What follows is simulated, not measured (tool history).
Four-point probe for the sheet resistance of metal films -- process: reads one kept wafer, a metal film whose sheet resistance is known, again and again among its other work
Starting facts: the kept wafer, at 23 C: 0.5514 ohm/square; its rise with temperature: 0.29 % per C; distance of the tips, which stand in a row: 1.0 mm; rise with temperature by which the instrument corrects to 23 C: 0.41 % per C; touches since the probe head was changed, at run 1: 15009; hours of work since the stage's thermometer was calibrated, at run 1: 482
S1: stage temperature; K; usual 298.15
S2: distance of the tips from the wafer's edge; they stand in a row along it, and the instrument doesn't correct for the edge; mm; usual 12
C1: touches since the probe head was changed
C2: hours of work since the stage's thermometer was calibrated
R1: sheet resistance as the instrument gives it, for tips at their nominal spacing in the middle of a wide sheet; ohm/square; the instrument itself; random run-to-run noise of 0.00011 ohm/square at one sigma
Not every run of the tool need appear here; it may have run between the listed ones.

run 1 hour=0.0 | S1=298.15 S2=12 | C1=15009 C2=482 | R1=0.552082
run 2 hour=38.4 | S1=298.15 S2=12 | C1=16110 C2=507 | R1=0.552317
run 3 hour=63.3 | S1=298.15 S2=12 | C1=16828 C2=523 | R1=0.552124
run 4 hour=86.3 | S1=298.15 S2=6 | C1=17487 C2=537 | R1=0.558285
run 5 hour=109.4 | S1=298.15 S2=6 | C1=18150 C2=552 | R1=0.558113
run 6 hour=152.3 | S1=298.15 S2=6 | C1=19383 C2=580 | R1=0.558314
run 7 hour=183.6 | S1=298.15 S2=6 | C1=20280 C2=600 | R1=0.558182
run 8 hour=214.5 | S1=298.15 S2=8 | C1=21167 C2=619 | R1=0.554611
run 9 hour=239.4 | S1=298.15 S2=8 | C1=21882 C2=635 | R1=0.554728
run 10 hour=266.1 | S1=293.15 S2=12 | C1=22650 C2=653 | R1=0.555429
run 11 hour=285.9 | S1=293.15 S2=12 | C1=23220 C2=665 | R1=0.555583
run 12 hour=305.2 | S1=298.15 S2=12 | C1=23772 C2=678 | R1=0.552104
run 13 hour=324.4 | S1=298.15 S2=12 | C1=24325 C2=690 | R1=0.552262
run 14 hour=361.9 | S1=298.15 S2=12 | C1=25402 C2=714 | R1=0.552109
run 15 hour=398.6 | S1=298.15 S2=4 | C1=26455 C2=737 | R1=0.568037
run 16 hour=416.0 | S1=295.15 S2=6 | C1=26956 C2=749 | R1=0.560377
run 17 hour=445.7 | S1=295.15 S2=6 | C1=27808 C2=768 | R1=0.560170
run 18 hour=475.7 | S1=295.15 S2=6 | C1=28669 C2=787 | R1=0.560245
run 19 hour=495.6 | S1=295.15 S2=6 | C1=29239 C2=800 | R1=0.560110
run 20 hour=537.3 | S1=301.15 S2=16 | C1=30438 C2=826 | R1=0.549426
run 21 hour=567.2 | S1=301.15 S2=16 | C1=31296 C2=845 | R1=0.549406
run 22 hour=607.9 | S1=298.15 S2=48 | C1=32464 C2=871 | R1=0.550133
run 23 hour=630.6 | S1=301.15 S2=6 | C1=33116 C2=886 | R1=0.556264
run 24 hour=667.3 | S1=304.15 S2=6 | C1=34169 C2=909 | R1=0.554587
run 25 hour=699.6 | S1=296.15 S2=48 | C1=35097 C2=930 | R1=0.551621
run 26 hour=719.7 | S1=305.15 S2=26 | C1=35675 C2=943 | R1=0.546275
run 27 hour=746.3 | S1=305.15 S2=26 | C1=36440 C2=960 | R1=0.546497
run 28 hour=789.0 | S1=297.15 S2=9 | C1=37665 C2=987 | R1=0.554451

Each row is a separate what-if for the run after 28, all from the same tool condition, not one after another. Results?
run A hour=813.7 | S1=299.15 S2=41 | C1=38375 C2=1003 | R1=?
run B hour=813.7 | S1=292.15 S2=8 | C1=38375 C2=1003 | R1=?
run C hour=813.7 | S1=292.15 S2=12 | C1=38375 C2=1003 | R1=?
run D hour=813.7 | S1=301.15 S2=12 | C1=38375 C2=1003 | R1=?
run E hour=813.7 | S1=301.15 S2=71 | C1=38375 C2=1003 | R1=?

run=A R1=0.549681
run=B R1=0.558627
run=C R1=0.556221
run=D R1=0.550272
run=E R1=0.548311
With the hidden condition removed and each run's random variation left untouched, the same runs would have given:
run=A R1=0.549676
run=B R1=0.558621
run=C R1=0.556215
run=D R1=0.550267
run=E R1=0.548306
